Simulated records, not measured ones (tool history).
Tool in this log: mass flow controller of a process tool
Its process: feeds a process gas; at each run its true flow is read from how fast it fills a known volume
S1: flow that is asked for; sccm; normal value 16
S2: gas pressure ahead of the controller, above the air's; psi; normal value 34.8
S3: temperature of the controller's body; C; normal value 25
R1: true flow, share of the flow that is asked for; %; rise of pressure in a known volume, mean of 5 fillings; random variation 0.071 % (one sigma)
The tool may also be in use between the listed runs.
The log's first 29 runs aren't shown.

| run | hour | S1 | S2 | S3 | R1 |
|---|---|---|---|---|---|
| 30 | 2472 | 4 | 21.2 | 33 | 97.73 |
| 31 | 2535.9 | 4 | 21.2 | 33 | 97.88 |
| 32 | 2633.2 | 16 | 25.2 | 25 | 99.57 |
| 33 | 2712.9 | 16 | 25.2 | 25 | 99.66 |
| 34 | 2817.4 | 4 | 25.2 | 25 | 97.57 |
| 35 | 2868.8 | 16 | 32.1 | 20 | 99.73 |
| 36 | 2949.4 | 14 | 25.1 | 22 | 99.3 |
| 37 | 3002.2 | 16 | 36.1 | 25 | 100.01 |
| 38 | 3075.6 | 16 | 36.1 | 25 | 100.03 |
| 39 | 3151.3 | 16 | 36.1 | 25 | 100.08 |
| 40 | 3261.8 | 16 | 36.1 | 25 | 100.09 |
| 41 | 3327.3 | 6 | 30.2 | 35 | 98.67 |
| 42 | 3386.3 | 2 | 20.7 | 35 | 97.57 |
| 43 | 3466.5 | 11 | 27.8 | 35 | 99.44 |
| 44 | 3536.3 | 18 | 27.8 | 20 | 100.03 |
|  | 3606.6 | gauge calibrated |
| 45 | 3612.3 | 16 | 40.6 | 26 | 99.62 |
| 46 | 3718.8 | 16 | 39.5 | 26 | 99.62 |
| 47 | 3779.9 | 3 | 39.5 | 26 | 97.65 |

Predict each of these 5 candidate next runs independently; none follows another, all start after run 47:
| A | 3864.1 | 3 | 39.5 | 23 | ? |
| B | 3864.1 | 2 | 39.5 | 32 | ? |
| C | 3864.1 | 4 | 21.6 | 38 | ? |
| D | 3864.1 | 7 | 39.5 | 35 | ? |
| E | 3864.1 | 3 | 38.6 | 20 | ? |

| run | R1 |
|---|---|
| A | 97.35 |
| B | 97.58 |
| C | 97.63 |
| D | 98.4 |
| E | 97.29 |
What these runs would have given with no unlogged condition in the tool:
| run | R1 |
|---|---|
| A | 97.33 |
| B | 97.57 |
| C | 97.61 |
| D | 98.36 |
| E | 97.26 |
